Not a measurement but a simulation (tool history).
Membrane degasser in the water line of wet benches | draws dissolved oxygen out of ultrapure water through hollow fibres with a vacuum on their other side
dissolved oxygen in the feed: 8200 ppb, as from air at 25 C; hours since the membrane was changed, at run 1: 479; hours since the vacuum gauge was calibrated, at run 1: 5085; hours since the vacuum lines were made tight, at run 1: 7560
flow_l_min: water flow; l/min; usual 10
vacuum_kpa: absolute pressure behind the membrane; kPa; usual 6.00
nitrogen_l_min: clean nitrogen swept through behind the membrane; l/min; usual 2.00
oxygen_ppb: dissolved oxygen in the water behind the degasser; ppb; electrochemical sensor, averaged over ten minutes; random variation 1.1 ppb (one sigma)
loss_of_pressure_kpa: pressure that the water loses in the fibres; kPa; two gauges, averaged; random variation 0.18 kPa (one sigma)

run,hour,flow_l_min,vacuum_kpa,nitrogen_l_min,hours since the membrane was changed,hours since the vacuum gauge was calibrated,hours since the vacuum lines were made tight,oxygen_ppb,loss_of_pressure_kpa
1,0.0,10,6.00,2.00,479,5085,7560,109.7,31.78
2,45.4,10,6.00,2.00,525,5130,7606,108.2,31.74
3,96.6,10,6.00,2.00,576,5181,7657,109.3,31.65
4,141.6,10,6.00,0.90,621,5226,7702,151.9,31.83
5,192.4,10,6.00,0.90,672,5277,7753,153.1,31.87
6,253.0,10,6.00,0.90,732,5338,7813,153.9,31.65
7,293.2,10,6.00,2.00,773,5378,7854,111.2,31.62
8,337.1,10,6.00,4.87,817,5422,7898,87.1,31.75
9,364.1,10,7.48,2.00,844,5449,7925,130.2,31.58
10,402.2,8,7.48,4.78,882,5487,7963,50.9,25.55
11,438.3,9,12.07,1.10,918,5523,7999,238.7,29.09
12,483.7,9,12.07,1.10,963,5568,8044,234.7,28.81
13,535.3,9,12.07,1.10,1015,5620,8096,238.7,28.71
14,589.0,10,6.04,1.23,1068,5674,8149,136.7,32.22
15,632.0,10,6.04,1.23,1111,5717,8192,132.8,32.06
16,669.7,14,8.12,2.33,1149,5754,8230,272.4,44.77

Some steps in oxygen_ppb between neighbouring runs. How much of each would the tool show without its hidden state too (settings, what came in, random variation), and how much is left for the hidden state, with any gauge scatter that isn't in both results?
The hidden state here: membrane still open, %; true pressure behind the membrane over the reading, kPa; air that leaks in behind the membrane, l/min; drift of the gauge itself on oxygen_ppb, %; drift of the gauge itself on loss_of_pressure_kpa, %.
Run 10 -> 11: flow_l_min 8 -> 9, vacuum_kpa 7.48 -> 12.07, nitrogen_l_min 4.78 -> 1.10. oxygen_ppb +187.8 ppb: hidden state +15.8, all else +172.0.

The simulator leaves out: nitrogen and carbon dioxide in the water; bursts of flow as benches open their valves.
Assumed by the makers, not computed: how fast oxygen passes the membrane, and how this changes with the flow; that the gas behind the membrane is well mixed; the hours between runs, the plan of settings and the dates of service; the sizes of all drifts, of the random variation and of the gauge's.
